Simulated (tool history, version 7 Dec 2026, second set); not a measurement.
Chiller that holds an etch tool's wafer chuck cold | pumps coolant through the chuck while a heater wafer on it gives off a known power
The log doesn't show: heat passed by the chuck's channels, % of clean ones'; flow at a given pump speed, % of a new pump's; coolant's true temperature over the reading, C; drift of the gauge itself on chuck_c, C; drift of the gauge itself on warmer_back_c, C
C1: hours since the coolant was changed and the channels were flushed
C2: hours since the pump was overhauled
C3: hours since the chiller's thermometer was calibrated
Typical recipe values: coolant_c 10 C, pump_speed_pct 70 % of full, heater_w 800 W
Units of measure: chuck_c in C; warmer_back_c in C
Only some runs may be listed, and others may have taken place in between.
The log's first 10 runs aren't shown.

{"run": 11, "hour": 641.6, "coolant_c": 10, "pump_speed_pct": 70, "heater_w": 996, "C1": 7829, "C2": 1224, "C3": 108, "chuck_c": 18.31, "warmer_back_c": 2.45}
{"run": 12, "hour": 722.6, "coolant_c": 10, "pump_speed_pct": 70, "heater_w": 996, "C1": 7910, "C2": 1305, "C3": 189, "chuck_c": 18.28, "warmer_back_c": 2.42}
{"run": 13, "hour": 778.7, "coolant_c": 10, "pump_speed_pct": 82, "heater_w": 996, "C1": 7966, "C2": 1362, "C3": 245, "chuck_c": 17.59, "warmer_back_c": 2.12}
{"run": 14, "hour": 845.6, "coolant_c": 10, "pump_speed_pct": 75, "heater_w": 800, "C1": 8033, "C2": 1428, "C3": 312, "chuck_c": 16.54, "warmer_back_c": 1.82}
{"run": 15, "hour": 897.0, "coolant_c": 10, "pump_speed_pct": 75, "heater_w": 800, "C1": 8085, "C2": 1480, "C3": 363, "chuck_c": 16.54, "warmer_back_c": 1.83}
{"run": 16, "hour": 942.6, "coolant_c": 16, "pump_speed_pct": 75, "heater_w": 800, "C1": 8130, "C2": 1525, "C3": 409, "chuck_c": 22.51, "warmer_back_c": 1.86}
{"hour": 990.6, "done": "coolant changed, channels flushed"}
{"run": 17, "hour": 1003.4, "coolant_c": 10, "pump_speed_pct": 64, "heater_w": 800, "C1": 13, "C2": 1580, "C3": 464, "chuck_c": 16.14, "warmer_back_c": 2.15}
{"run": 18, "hour": 1076.4, "coolant_c": 10, "pump_speed_pct": 64, "heater_w": 800, "C1": 86, "C2": 1653, "C3": 537, "chuck_c": 16.03, "warmer_back_c": 2.16}
{"run": 19, "hour": 1120.5, "coolant_c": 10, "pump_speed_pct": 64, "heater_w": 800, "C1": 130, "C2": 1697, "C3": 581, "chuck_c": 16.12, "warmer_back_c": 2.14}
{"run": 20, "hour": 1195.4, "coolant_c": 10, "pump_speed_pct": 70, "heater_w": 1197, "C1": 205, "C2": 1772, "C3": 656, "chuck_c": 18.48, "warmer_back_c": 2.94}
{"run": 21, "hour": 1241.3, "coolant_c": 10, "pump_speed_pct": 70, "heater_w": 1197, "C1": 251, "C2": 1818, "C3": 702, "chuck_c": 18.48, "warmer_back_c": 2.94}
{"run": 22, "hour": 1307.5, "coolant_c": 10, "pump_speed_pct": 70, "heater_w": 1197, "C1": 317, "C2": 1884, "C3": 768, "chuck_c": 18.63, "warmer_back_c": 2.96}
{"run": 23, "hour": 1351.0, "coolant_c": 8, "pump_speed_pct": 72, "heater_w": 960, "C1": 360, "C2": 1928, "C3": 811, "chuck_c": 14.83, "warmer_back_c": 2.29}
{"run": 24, "hour": 1412.8, "coolant_c": 10, "pump_speed_pct": 89, "heater_w": 629, "C1": 422, "C2": 1990, "C3": 873, "chuck_c": 14.01, "warmer_back_c": 1.24}
{"run": 25, "hour": 1467.8, "coolant_c": 0, "pump_speed_pct": 70, "heater_w": 800, "C1": 477, "C2": 2045, "C3": 928, "chuck_c": 5.86, "warmer_back_c": 1.98}
{"run": 26, "hour": 1523.2, "coolant_c": 7, "pump_speed_pct": 94, "heater_w": 434, "C1": 533, "C2": 2100, "C3": 984, "chuck_c": 9.8, "warmer_back_c": 0.81}
{"run": 27, "hour": 1573.6, "coolant_c": 4, "pump_speed_pct": 60, "heater_w": 641, "C1": 583, "C2": 2150, "C3": 1034, "chuck_c": 9.2, "warmer_back_c": 1.88}
{"run": 28, "hour": 1642.9, "coolant_c": 4, "pump_speed_pct": 60, "heater_w": 641, "C1": 652, "C2": 2220, "C3": 1103, "chuck_c": 9.34, "warmer_back_c": 1.84}
{"run": 29, "hour": 1695.4, "coolant_c": 4, "pump_speed_pct": 60, "heater_w": 641, "C1": 705, "C2": 2272, "C3": 1156, "chuck_c": 9.36, "warmer_back_c": 1.84}
{"run": 30, "hour": 1757.0, "coolant_c": 10, "pump_speed_pct": 78, "heater_w": 729, "C1": 766, "C2": 2334, "C3": 1217, "chuck_c": 15.03, "warmer_back_c": 1.64}
{"run": 31, "hour": 1801.5, "coolant_c": 17, "pump_speed_pct": 78, "heater_w": 414, "C1": 811, "C2": 2378, "C3": 1262, "chuck_c": 19.99, "warmer_back_c": 0.92}

5 ways to go on from here, each from the tool as it stands after run 31. What would each give?
{"run": "A", "hour": 1861.1, "coolant_c": 11, "pump_speed_pct": 71, "heater_w": 553, "C1": 870, "C2": 2438, "C3": 1321, "chuck_c": "?", "warmer_back_c": "?"}
{"run": "B", "hour": 1861.1, "coolant_c": 8, "pump_speed_pct": 79, "heater_w": 504, "C1": 870, "C2": 2438, "C3": 1321, "chuck_c": "?", "warmer_back_c": "?"}
{"run": "C", "hour": 1861.1, "coolant_c": 10, "pump_speed_pct": 70, "heater_w": 572, "C1": 870, "C2": 2438, "C3": 1321, "chuck_c": "?", "warmer_back_c": "?"}
{"run": "D", "hour": 1861.1, "coolant_c": 17, "pump_speed_pct": 70, "heater_w": 1023, "C1": 870, "C2": 2438, "C3": 1321, "chuck_c": "?", "warmer_back_c": "?"}
{"run": "E", "hour": 1861.1, "coolant_c": 14, "pump_speed_pct": 68, "heater_w": 414, "C1": 870, "C2": 2438, "C3": 1321, "chuck_c": "?", "warmer_back_c": "?"}

run=A chuck_c=15.18 warmer_back_c=1.35
run=B chuck_c=11.74 warmer_back_c=1.08
run=C chuck_c=14.24 warmer_back_c=1.44
run=D chuck_c=24.54 warmer_back_c=2.54
run=E chuck_c=17.21 warmer_back_c=1.08
With no hidden state in the tool, these same runs would have given:
run=A chuck_c=14.77 warmer_back_c=1.31
run=B chuck_c=11.36 warmer_back_c=1.05
run=C chuck_c=13.83 warmer_back_c=1.40
run=D chuck_c=23.99 warmer_back_c=2.47
run=E chuck_c=16.84 warmer_back_c=1.04

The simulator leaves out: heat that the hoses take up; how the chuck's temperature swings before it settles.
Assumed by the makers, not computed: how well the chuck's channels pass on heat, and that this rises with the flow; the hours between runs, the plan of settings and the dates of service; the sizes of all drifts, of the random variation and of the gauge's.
